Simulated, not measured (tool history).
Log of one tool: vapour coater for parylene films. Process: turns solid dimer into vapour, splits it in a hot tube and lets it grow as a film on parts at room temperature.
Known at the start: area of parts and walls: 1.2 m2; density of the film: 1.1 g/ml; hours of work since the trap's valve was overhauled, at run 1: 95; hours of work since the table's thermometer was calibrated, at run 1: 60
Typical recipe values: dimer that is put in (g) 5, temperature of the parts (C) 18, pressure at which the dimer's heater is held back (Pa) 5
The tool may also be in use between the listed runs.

run    hour  dimer that is put in (g)  temperature of the parts (C)  pressure at which the dimer's heater is held back (Pa)  hours of work since the trap's valve was overhauled  hours of work since the table's thermometer was calibrated  thickness of the film (nm)
  1       0                         5                            18                                                       5                                                   95                                                          60                        1700
  2      48                         5                            18                                                       5                                                  118                                                          83                        1650
  3   126.5                         5                            18                                                       5                                                  156                                                         121                        1620
  4   168.1                         5                            18                                                       5                                                  176                                                         141                        1640
  5   207.5                         5                            18                                                       5                                                  195                                                         160                        1660
  6   247.2                         3                            18                                                       5                                                  214                                                         179                         980
      264.7  -- trap's valve overhauled
  7   306.8                         3                            18                                                       5                                                   20                                                         206                         950
        381  -- trap's valve overhauled, once more
  8     381                         3                            18                                                       5                                                    0                                                         240                        1050
  9   454.5                         3                            18                                                       5                                                   35                                                         275                        1030
 10   514.7                         3                            18                                                       5                                                   64                                                         304                        1040
 11   573.7                         3                            18                                                       5                                                   93                                                         333                        1010
 12   609.6                         3                            18                                                       5                                                  110                                                         350                        1000
 13   689.6                         8                            18                                                       5                                                  149                                                         388                        2660
 14   726.8                         5                            18                                                    2.79                                                  167                                                         406                        1700
 15   779.2                         5                            18                                                    2.79                                                  192                                                         432                        1770
      841.6  -- trap's valve overhauled
 16   842.1                         5                            14                                                    6.06                                                    0                                                         460                        1970
 17   900.3                         5                            14                                                    6.06                                                   28                                                         488                        1890
 18   969.6                         5                            12                                                    6.06                                                   62                                                         521                        2000
 19  1032.8                         4                            24                                                    6.06                                                   92                                                         552                        1070
 20  1069.6                         4                            14                                                     2.4                                                  110                                                         570                        1680
 21  1113.8                         4                            14                                                     2.4                                                  131                                                         591                        1670
 22    1157                         9                            19                                                    7.73                                                  152                                                         612                        2620
 23  1189.3                         9                            19                                                    3.75                                                  168                                                         627                        2940
 24  1257.3                         2                            18                                                       5                                                  200                                                         660                         660

Each row is a separate what-if for the run after 24, all from the same tool condition, not one after another. Results?
  A  1289.8                         5                            16                                                    5.13                                                  216                                                         676                           ?
  B  1289.8                         3                            18                                                    11.3                                                  216                                                         676                           ?
  C  1289.8                         2                            24                                                     2.1                                                  216                                                         676                           ?

run  thickness of the film (nm)
  A                        1700
  B                         840
  C                         560
What these runs would have given with no unlogged condition in the tool:
run  thickness of the film (nm)
  A                        1910
  B                         940
  C                         630
